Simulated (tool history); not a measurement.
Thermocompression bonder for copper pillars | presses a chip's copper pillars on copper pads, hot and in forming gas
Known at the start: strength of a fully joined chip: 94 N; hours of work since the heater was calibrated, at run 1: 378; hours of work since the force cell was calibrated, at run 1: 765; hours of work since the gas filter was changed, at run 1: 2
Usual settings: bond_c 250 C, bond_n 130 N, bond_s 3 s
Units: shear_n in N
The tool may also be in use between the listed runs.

run,hour,bond_c,bond_n,bond_s,hours of work since the heater was calibrated,hours of work since the force cell was calibrated,hours of work since the gas filter was changed,shear_n
1,0.0,250,130,3,378,765,2,42.5
2,30.7,262,130,3,393,780,17,50.5
3,89.7,262,130,3,421,808,45,50.6
4,147.1,250,130,3,449,836,73,41.9
5,200.1,250,130,3,475,862,99,42.8
6,250.6,250,130,3,499,886,123,41.9
7,300.1,250,130,3,523,910,147,42.3
8,365.8,250,130,3,554,942,179,42.3
9,406.4,253,168,2,574,961,198,43.6
10,473.9,264,153,2,607,994,231,49.3
11,513.2,254,108,2,626,1013,250,34.9
12,555.8,254,108,2,646,1033,270,35.0
13,589.6,226,113,3,662,1050,287,24.3
14,637.0,226,113,3,685,1073,310,24.5
15,699.8,226,113,3,716,1103,340,24.9
# hour 706.0: forming gas filter changed
16,740.5,260,176,2,735,1122,17,50.3

Forecast each of these 3 alternatives for the next run:
A,799.5,260,176,7,764,1151,45,?
B,799.5,228,188,2,764,1151,45,?
C,799.5,250,124,3,764,1151,45,?

run,shear_n
A,71.7
B,29.9
C,41.1
Without the tool's hidden state the same runs would have given:
run,shear_n
A,71.3
B,29.5
C,40.7

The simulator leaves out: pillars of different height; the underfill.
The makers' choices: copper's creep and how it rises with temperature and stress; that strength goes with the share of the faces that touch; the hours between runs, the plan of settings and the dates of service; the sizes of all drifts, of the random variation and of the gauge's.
